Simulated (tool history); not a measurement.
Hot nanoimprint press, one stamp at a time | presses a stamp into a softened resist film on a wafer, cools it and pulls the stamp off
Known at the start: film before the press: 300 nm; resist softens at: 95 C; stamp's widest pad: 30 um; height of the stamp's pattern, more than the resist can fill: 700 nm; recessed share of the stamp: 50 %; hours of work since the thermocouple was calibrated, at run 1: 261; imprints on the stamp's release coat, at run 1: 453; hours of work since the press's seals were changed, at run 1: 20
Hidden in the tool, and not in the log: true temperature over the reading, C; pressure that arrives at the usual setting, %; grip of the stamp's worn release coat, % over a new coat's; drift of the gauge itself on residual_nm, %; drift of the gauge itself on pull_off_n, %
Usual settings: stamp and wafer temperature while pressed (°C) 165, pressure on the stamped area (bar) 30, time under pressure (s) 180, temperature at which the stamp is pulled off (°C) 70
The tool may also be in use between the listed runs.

run,day,stamp and wafer temperature while pressed (°C),pressure on the stamped area (bar),time under pressure (s),temperature at which the stamp is pulled off (°C),hours of work since the thermocouple was calibrated,imprints on the stamp's release coat,hours of work since the press's seals were changed,resist left under the stamp's widest pad (angstrom),greatest force while the stamp is pulled off (N)
1,0,165,30,180,70,261,453,20,1687,197
2,0.912,165,30,180,70,271,484,30,1697,198
3,2.004,165,30,180,70,282,520,41,1707,202
4,2.504,165,30,180,70,287,537,46,1683,201
5,3.238,165,30,180,70,294,562,54,1677,197
6,4.358,165,30,180,70,306,599,65,1690,204
7,5.383,165,32.1,180,70,317,634,76,1657,212
8,6.483,165,32.1,360,70,328,670,87,1275,218
9,7.1,165,32.1,360,70,334,691,94,1305,213
10,8.192,165,32.1,360,70,346,728,105,1282,214
11,9.333,165,32.1,360,70,357,766,117,1270,212
12,10.183,165,32.1,360,70,366,794,125,1293,209
13,10.879,165,30,180,70,373,818,132,1680,210
14,11.804,165,30,180,70,383,849,142,1678,221
15,12.35,165,30,180,70,388,867,148,1675,218
16,13.121,165,30,180,70,396,893,156,1676,222
# day 13.475: stamp cleaned and given a new release coat
17,14.604,165,34.3,180,58,409,38,168,1575,187
18,15.338,165,30,180,70,417,63,176,1684,177
19,16.388,163,30,125,70,427,98,187,1966,175
20,17.038,154,34.6,185,70,434,120,193,2054,183
21,17.538,160,28.8,180,70,439,136,198,1909,182
22,18.508,168,30,102,70,449,169,208,1856,186
23,19.192,177,30,196,70,456,192,216,1190,183
24,20.062,166,30,180,70,465,221,224,1626,180
25,21.233,170,32,180,70,477,260,237,1434,191
26,22.05,170,39.8,180,76,486,288,245,1308,183
27,22.717,177,30,180,69,493,310,252,1231,195
# day 23: plate thermocouple calibrated
28,24.046,156,30,184,77,11,350,264,2133,183
29,24.575,165,30.6,168,70,16,368,270,1793,190
30,25.538,165,30,242,70,26,400,280,1582,196
31,26.179,165,30,160,71,33,422,286,1822,202

Hidden state or all else? Some run-to-run changes of resist left under the stamp's widest pad (angstrom), split into what the settings, what came in and random variation would give without the hidden state, and what is left for the hidden state (with any gauge scatter that isn't in both results):
Run 22 -> 23: stamp and wafer temperature while pressed (°C) 168 -> 177, time under pressure (s) 102 -> 196. resist left under the stamp's widest pad (angstrom) -666: hidden state +17, all else -683.
Run 23 -> 24: stamp and wafer temperature while pressed (°C) 177 -> 166, time under pressure (s) 196 -> 180. resist left under the stamp's widest pad (angstrom) +436: hidden state -22, all else +458.
Run 27 -> 28: stamp and wafer temperature while pressed (°C) 177 -> 156, time under pressure (s) 180 -> 184, temperature at which the stamp is pulled off (°C) 69 -> 77, plate thermocouple calibrated. resist left under the stamp's widest pad (angstrom) +902: hidden state +77, all else +825.
